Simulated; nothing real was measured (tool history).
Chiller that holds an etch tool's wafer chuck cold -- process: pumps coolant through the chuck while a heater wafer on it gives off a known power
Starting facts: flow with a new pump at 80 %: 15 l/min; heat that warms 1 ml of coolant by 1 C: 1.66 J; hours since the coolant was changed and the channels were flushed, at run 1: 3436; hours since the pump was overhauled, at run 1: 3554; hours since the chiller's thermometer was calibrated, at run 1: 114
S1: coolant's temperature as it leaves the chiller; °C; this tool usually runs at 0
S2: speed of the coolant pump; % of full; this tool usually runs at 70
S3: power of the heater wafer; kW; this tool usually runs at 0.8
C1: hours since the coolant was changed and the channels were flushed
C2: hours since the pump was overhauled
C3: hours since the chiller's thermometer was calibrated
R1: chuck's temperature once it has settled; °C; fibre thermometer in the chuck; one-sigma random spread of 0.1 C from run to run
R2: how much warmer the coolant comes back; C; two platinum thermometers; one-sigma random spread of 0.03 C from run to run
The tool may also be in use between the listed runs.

run 1 hour=0 | S1=0 S2=70 S3=0.8 | C1=3436 C2=3554 C3=114 | R1=8.8 R2=2.43
run 2 hour=73.7 | S1=0 S2=70 S3=0.8 | C1=3510 C2=3627 C3=187 | R1=8.8 R2=2.38
run 3 hour=123.9 | S1=0 S2=70 S3=0.8 | C1=3560 C2=3677 C3=238 | R1=8.7 R2=2.33
run 4 hour=182.7 | S1=-4 S2=70 S3=0.8 | C1=3619 C2=3736 C3=297 | R1=4.9 R2=2.39
run 5 hour=255.4 | S1=-4 S2=70 S3=0.8 | C1=3692 C2=3809 C3=369 | R1=4.9 R2=2.35
run 6 hour=317.5 | S1=-4 S2=70 S3=0.8 | C1=3754 C2=3871 C3=431 | R1=4.9 R2=2.42
run 7 hour=381.7 | S1=-4 S2=70 S3=0.8 | C1=3818 C2=3935 C3=495 | R1=4.9 R2=2.38
run 8 hour=460.2 | S1=-4 S2=70 S3=0.8 | C1=3897 C2=4014 C3=574 | R1=4.9 R2=2.42
run 9 hour=539.6 | S1=0 S2=80 S3=0.8 | C1=3976 C2=4093 C3=653 | R1=8.2 R2=2.16
run 10 hour=611.8 | S1=0 S2=80 S3=0.8 | C1=4048 C2=4165 C3=726 | R1=8.2 R2=2.08
run 11 hour=660.5 | S1=0 S2=80 S3=0.8 | C1=4097 C2=4214 C3=774 | R1=8.4 R2=2.1
run 12 hour=740.3 | S1=0 S2=80 S3=0.8 | C1=4177 C2=4294 C3=854 | R1=8.2 R2=2.09
run 13 hour=835.3 | S1=0 S2=70 S3=0.8 | C1=4272 C2=4389 C3=949 | R1=9.2 R2=2.45
-- hour=842.8 chiller's thermometer calibrated
run 14 hour=931.2 | S1=0 S2=70 S3=0.8 | C1=4367 C2=4484 C3=88 | R1=9 R2=2.37
run 15 hour=993.8 | S1=0 S2=70 S3=0.8 | C1=4429 C2=4546 C3=151 | R1=9 R2=2.43
-- hour=1041.8 chiller's thermometer calibrated, once more
run 16 hour=1041.8 | S1=5 S2=70 S3=0.8 | C1=4476 C2=4593 C3=0 | R1=14 R2=2.42
run 17 hour=1109.6 | S1=5 S2=70 S3=0.8 | C1=4544 C2=4661 C3=68 | R1=14.1 R2=2.43
run 18 hour=1180.1 | S1=-9 S2=70 S3=0.883 | C1=4615 C2=4732 C3=138 | R1=1.1 R2=2.68
run 19 hour=1224.3 | S1=7 S2=65 S3=0.42 | C1=4659 C2=4776 C3=183 | R1=12 R2=1.38
run 20 hour=1282 | S1=0 S2=70 S3=0.626 | C1=4716 C2=4833 C3=240 | R1=7.3 R2=1.93
run 21 hour=1339.6 | S1=0 S2=70 S3=0.626 | C1=4774 C2=4891 C3=298 | R1=7.2 R2=1.9
run 22 hour=1393.6 | S1=0 S2=70 S3=0.626 | C1=4828 C2=4945 C3=352 | R1=7.3 R2=1.92
run 23 hour=1446.3 | S1=0 S2=70 S3=0.626 | C1=4881 C2=4998 C3=405 | R1=7.4 R2=1.87
run 24 hour=1490.9 | S1=0 S2=70 S3=1.097 | C1=4925 C2=5042 C3=449 | R1=12.8 R2=3.35
run 25 hour=1547.4 | S1=0 S2=70 S3=1.097 | C1=4982 C2=5099 C3=506 | R1=12.6 R2=3.4
run 26 hour=1587.8 | S1=0 S2=79 S3=0.61 | C1=5022 C2=5139 C3=546 | R1=6.6 R2=1.65
run 27 hour=1666.1 | S1=7 S2=79 S3=0.561 | C1=5101 C2=5218 C3=624 | R1=13.2 R2=1.54
run 28 hour=1733.5 | S1=-7 S2=77 S3=0.8 | C1=5168 C2=5285 C3=692 | R1=1.8 R2=2.22
run 29 hour=1813.3 | S1=1 S2=70 S3=0.8 | C1=5248 C2=5365 C3=772 | R1=10.4 R2=2.51
run 30 hour=1861.3 | S1=-10 S2=63 S3=1.139 | C1=5296 C2=5413 C3=820 | R1=4.3 R2=3.98
run 31 hour=1958.9 | S1=-10 S2=68 S3=1.032 | C1=5393 C2=5510 C3=917 | R1=2.5 R2=3.32

Selected run-to-run steps in R1, each split into two signed amounts: the part the tool would show with no hidden state at all (from settings, incoming material and random variation), and the remainder, which goes to the hidden state together with any gauge scatter not common to the measured and the hidden-state-free results:
The tool's hidden condition here consists of: heat passed by the chuck's channels, % of clean ones'; flow at a given pump speed, % of a new pump's; coolant's true temperature over the reading, C; drift of the gauge itself on chuck_c, C; drift of the gauge itself on warmer_back_c, C.
Run 17 -> 18: S1 5 -> -9, S3 0.8 -> 0.883. R1 -13 °C: hidden state +0.2, all else -13.2.
Run 18 -> 19: S1 -9 -> 7, S2 70 -> 65, S3 0.883 -> 0.42. R1 +10.9 °C: hidden state -0.6, all else +11.5.
Run 23 -> 24: S3 0.626 -> 1.097. R1 +5.4 °C: hidden state +0.8, all else +4.6.
Run 25 -> 26: S2 70 -> 79, S3 1.097 -> 0.61. R1 -6 °C: hidden state -0.9, all else -5.1.
Run 27 -> 28: S1 7 -> -7, S2 79 -> 77, S3 0.561 -> 0.8. R1 -11.4 °C: hidden state +0.4, all else -11.8.
Run 29 -> 30: S1 1 -> -10, S2 70 -> 63, S3 0.8 -> 1.139. R1 -6.1 °C: hidden state +0.8, all else -6.9.
